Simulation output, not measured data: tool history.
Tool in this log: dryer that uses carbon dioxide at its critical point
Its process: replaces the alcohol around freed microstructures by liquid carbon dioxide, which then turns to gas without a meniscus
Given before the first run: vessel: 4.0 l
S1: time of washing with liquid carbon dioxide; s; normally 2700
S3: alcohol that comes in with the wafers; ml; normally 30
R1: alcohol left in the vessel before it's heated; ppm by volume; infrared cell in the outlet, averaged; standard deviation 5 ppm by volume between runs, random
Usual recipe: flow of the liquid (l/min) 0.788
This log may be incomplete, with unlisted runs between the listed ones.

run 1 day=0 | S1=2700 flow_of_the_liquid_(l/min)=0.788 S3=30 | R1=22
run 2 day=0.35 | S1=1680 flow_of_the_liquid_(l/min)=0.788 S3=30 | R1=73
run 3 day=0.888 | S1=1680 flow_of_the_liquid_(l/min)=0.788 S3=30 | R1=79
run 4 day=1.358 | S1=2700 flow_of_the_liquid_(l/min)=0.788 S3=30 | R1=20
run 5 day=1.625 | S1=2700 flow_of_the_liquid_(l/min)=0.788 S3=30 | R1=20
run 6 day=2.146 | S1=1680 flow_of_the_liquid_(l/min)=0.788 S3=30 | R1=84
-- day=2.238 inlet filter changed
run 7 day=2.688 | S1=1680 flow_of_the_liquid_(l/min)=0.788 S3=30 | R1=52
run 8 day=3.208 | S1=1680 flow_of_the_liquid_(l/min)=0.788 S3=30 | R1=55
run 9 day=3.708 | S1=1680 flow_of_the_liquid_(l/min)=0.788 S3=30 | R1=53
run 10 day=4.042 | S1=2280 flow_of_the_liquid_(l/min)=0.788 S3=30 | R1=26
run 11 day=4.554 | S1=2280 flow_of_the_liquid_(l/min)=0.788 S3=30 | R1=24
run 12 day=4.879 | S1=2280 flow_of_the_liquid_(l/min)=0.788 S3=30 | R1=26
run 13 day=5.346 | S1=2700 flow_of_the_liquid_(l/min)=0.788 S3=30 | R1=20
run 14 day=5.762 | S1=2700 flow_of_the_liquid_(l/min)=0.788 S3=30 | R1=24
run 15 day=6.029 | S1=2700 flow_of_the_liquid_(l/min)=0.788 S3=30 | R1=22
run 16 day=6.479 | S1=2700 flow_of_the_liquid_(l/min)=0.788 S3=30 | R1=27
run 17 day=6.967 | S1=2700 flow_of_the_liquid_(l/min)=0.788 S3=30 | R1=31
run 18 day=7.338 | S1=2700 flow_of_the_liquid_(l/min)=0.788 S3=30 | R1=16
run 19 day=7.721 | S1=2700 flow_of_the_liquid_(l/min)=0.788 S3=30 | R1=29
run 20 day=8.117 | S1=4140 flow_of_the_liquid_(l/min)=0.788 S3=30 | R1=28
run 21 day=8.612 | S1=2520 flow_of_the_liquid_(l/min)=0.692 S3=30 | R1=28
run 22 day=9.108 | S1=2340 flow_of_the_liquid_(l/min)=1.185 S3=89 | R1=23
run 23 day=9.625 | S1=1980 flow_of_the_liquid_(l/min)=1.147 S3=74 | R1=23
run 24 day=10.108 | S1=2280 flow_of_the_liquid_(l/min)=0.788 S3=77 | R1=39
run 25 day=10.571 | S1=2280 flow_of_the_liquid_(l/min)=0.788 S3=77 | R1=43
run 26 day=10.946 | S1=2700 flow_of_the_liquid_(l/min)=1.273 S3=52 | R1=22
run 27 day=11.175 | S1=2700 flow_of_the_liquid_(l/min)=1.273 S3=52 | R1=21
run 28 day=11.5 | S1=3180 flow_of_the_liquid_(l/min)=0.706 S3=107 | R1=19
run 29 day=11.779 | S1=1860 flow_of_the_liquid_(l/min)=0.788 S3=53 | R1=68
run 30 day=12.233 | S1=2220 flow_of_the_liquid_(l/min)=1.149 S3=53 | R1=30
run 31 day=12.6 | S1=3960 flow_of_the_liquid_(l/min)=1.066 S3=80 | R1=23
run 32 day=13.054 | S1=3960 flow_of_the_liquid_(l/min)=1.066 S3=80 | R1=35
run 33 day=13.629 | S1=3960 flow_of_the_liquid_(l/min)=1.066 S3=80 | R1=30
run 34 day=14.183 | S1=2520 flow_of_the_liquid_(l/min)=0.616 S3=43 | R1=52
run 35 day=14.454 | S1=2520 flow_of_the_liquid_(l/min)=0.616 S3=43 | R1=49
run 36 day=14.921 | S1=2520 flow_of_the_liquid_(l/min)=0.584 S3=31 | R1=52
run 37 day=15.479 | S1=2940 flow_of_the_liquid_(l/min)=0.584 S3=31 | R1=39
run 38 day=15.825 | S1=1980 flow_of_the_liquid_(l/min)=1.26 S3=21 | R1=20
run 39 day=16.196 | S1=1980 flow_of_the_liquid_(l/min)=1.26 S3=21 | R1=22

What if the next run were any one of these 5? Each begins from the tool's condition after run 39:
run A day=16.521 | S1=2700 flow_of_the_liquid_(l/min)=0.551 S3=28 | R1=?
run B day=16.521 | S1=3360 flow_of_the_liquid_(l/min)=1.26 S3=52 | R1=?
run C day=16.521 | S1=1980 flow_of_the_liquid_(l/min)=1.26 S3=100 | R1=?
run D day=16.521 | S1=2700 flow_of_the_liquid_(l/min)=0.791 S3=119 | R1=?
run E day=16.521 | S1=1980 flow_of_the_liquid_(l/min)=1.062 S3=113 | R1=?

run=A R1=53
run=B R1=23
run=C R1=28
run=D R1=43
run=E R1=41
Stripped of hidden state, with their random variation kept, the same runs would have yielded:
run=A R1=25
run=B R1=1
run=C R1=5
run=D R1=18
run=E R1=15
